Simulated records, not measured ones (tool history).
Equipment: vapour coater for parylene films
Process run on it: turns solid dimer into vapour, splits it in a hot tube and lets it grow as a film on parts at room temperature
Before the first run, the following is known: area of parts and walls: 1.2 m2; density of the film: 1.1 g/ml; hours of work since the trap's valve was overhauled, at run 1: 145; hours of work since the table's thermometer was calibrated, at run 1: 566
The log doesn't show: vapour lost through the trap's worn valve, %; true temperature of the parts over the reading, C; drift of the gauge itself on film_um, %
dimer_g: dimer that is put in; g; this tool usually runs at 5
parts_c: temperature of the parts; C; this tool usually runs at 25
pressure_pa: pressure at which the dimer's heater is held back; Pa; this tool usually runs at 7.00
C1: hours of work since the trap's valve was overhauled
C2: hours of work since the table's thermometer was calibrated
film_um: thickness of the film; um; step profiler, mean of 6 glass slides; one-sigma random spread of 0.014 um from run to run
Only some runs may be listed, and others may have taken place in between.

Run 1, hour 0.0: usual settings; C1 145; C2 566. Result: film_um 1.62 um.
Run 2, hour 18.2: usual settings but parts_c 30 C; C1 157; C2 577. Result: film_um 1.40 um.
Run 3, hour 36.1: usual settings; C1 169; C2 589. Result: film_um 1.61 um.
Run 4, hour 60.1: usual settings; C1 184; C2 604. Result: film_um 1.62 um.
Run 5, hour 76.8: usual settings; C1 195; C2 615. Result: film_um 1.60 um.
Run 6, hour 104.0: usual settings; C1 213; C2 633. Result: film_um 1.61 um.
Run 7, hour 115.5: usual settings; C1 220; C2 640. Result: film_um 1.59 um.
Run 8, hour 142.5: usual settings; C1 237; C2 658. Result: film_um 1.63 um.
Run 9, hour 163.9: usual settings; C1 251; C2 671. Result: film_um 1.62 um.
Run 10, hour 189.5: usual settings; C1 268; C2 688. Result: film_um 1.58 um.
Run 11, hour 201.5: usual settings; C1 275; C2 696. Result: film_um 1.58 um.
Run 12, hour 229.3: usual settings; C1 293; C2 714. Result: film_um 1.57 um.
At hour 234.6: trap's valve overhauled.
Run 13, hour 245.9: usual settings; C1 7; C2 722. Result: film_um 1.59 um.
Run 14, hour 264.5: usual settings; C1 19; C2 734. Result: film_um 1.58 um.
Run 15, hour 293.0: usual settings; C1 38; C2 752. Result: film_um 1.58 um.
At hour 314.2: trap's valve overhauled, once more.
Run 16, hour 318.5: usual settings but parts_c 24 C, pressure_pa 7.55 Pa; C1 3; C2 766. Result: film_um 1.68 um.
Run 17, hour 341.8: usual settings but pressure_pa 11.06 Pa; C1 18; C2 781. Result: film_um 1.58 um.
Run 18, hour 364.7: usual settings but dimer_g 2 g, parts_c 20 C, pressure_pa 6.97 Pa; C1 33; C2 796. Result: film_um 0.78 um.
Run 19, hour 377.5: usual settings but dimer_g 2 g, parts_c 20 C, pressure_pa 6.97 Pa; C1 41; C2 804. Result: film_um 0.77 um.
Run 20, hour 396.1: usual settings but parts_c 28 C; C1 53; C2 816. Result: film_um 1.50 um.
Run 21, hour 421.7: usual settings but parts_c 28 C; C1 69; C2 832. Result: film_um 1.51 um.
Run 22, hour 445.1: usual settings but parts_c 28 C; C1 84; C2 848. Result: film_um 1.49 um.
Run 23, hour 471.5: usual settings but parts_c 28 C; C1 101; C2 865. Result: film_um 1.52 um.
Run 24, hour 489.7: usual settings but dimer_g 7 g, parts_c 28 C, pressure_pa 2.80 Pa; C1 113; C2 876. Result: film_um 2.40 um.
Run 25, hour 516.2: usual settings but dimer_g 7 g, parts_c 28 C, pressure_pa 2.80 Pa; C1 130; C2 893. Result: film_um 2.37 um.
Run 26, hour 527.9: usual settings but dimer_g 3 g, pressure_pa 9.51 Pa; C1 138; C2 901. Result: film_um 0.93 um.
Run 27, hour 549.9: usual settings but dimer_g 3 g, parts_c 19 C, pressure_pa 10.72 Pa; C1 152; C2 915. Result: film_um 1.08 um.
Run 28, hour 578.0: usual settings but dimer_g 3 g, parts_c 19 C, pressure_pa 10.72 Pa; C1 170; C2 933. Result: film_um 1.09 um.
Run 29, hour 600.6: usual settings but dimer_g 3 g, parts_c 19 C, pressure_pa 10.72 Pa; C1 185; C2 948. Result: film_um 1.12 um.

Each row is a separate what-if for the run after 29, all from the same tool condition, not one after another. Results?
Run A, hour 628.6: usual settings but dimer_g 8 g, parts_c 34 C, pressure_pa 8.96 Pa; C1 203; C2 966. Result: film_um ?.
Run B, hour 628.6: usual settings but parts_c 26 C; C1 203; C2 966. Result: film_um ?.
Run C, hour 628.6: usual settings but dimer_g 8 g, parts_c 17 C, pressure_pa 4.74 Pa; C1 203; C2 966. Result: film_um ?.
Run D, hour 628.6: usual settings but dimer_g 6 g, parts_c 20 C, pressure_pa 8.37 Pa; C1 203; C2 966. Result: film_um ?.
Run E, hour 628.6: usual settings but dimer_g 2 g, parts_c 18 C, pressure_pa 5.90 Pa; C1 203; C2 966. Result: film_um ?.

run  film_um
  A     1.88
  B     1.55
  C     3.50
  D     2.16
  E     0.82
With the hidden condition removed and each run's random variation left untouched, the same runs would have given:
run  film_um
  A     1.97
  B     1.62
  C     3.66
  D     2.25
  E     0.85
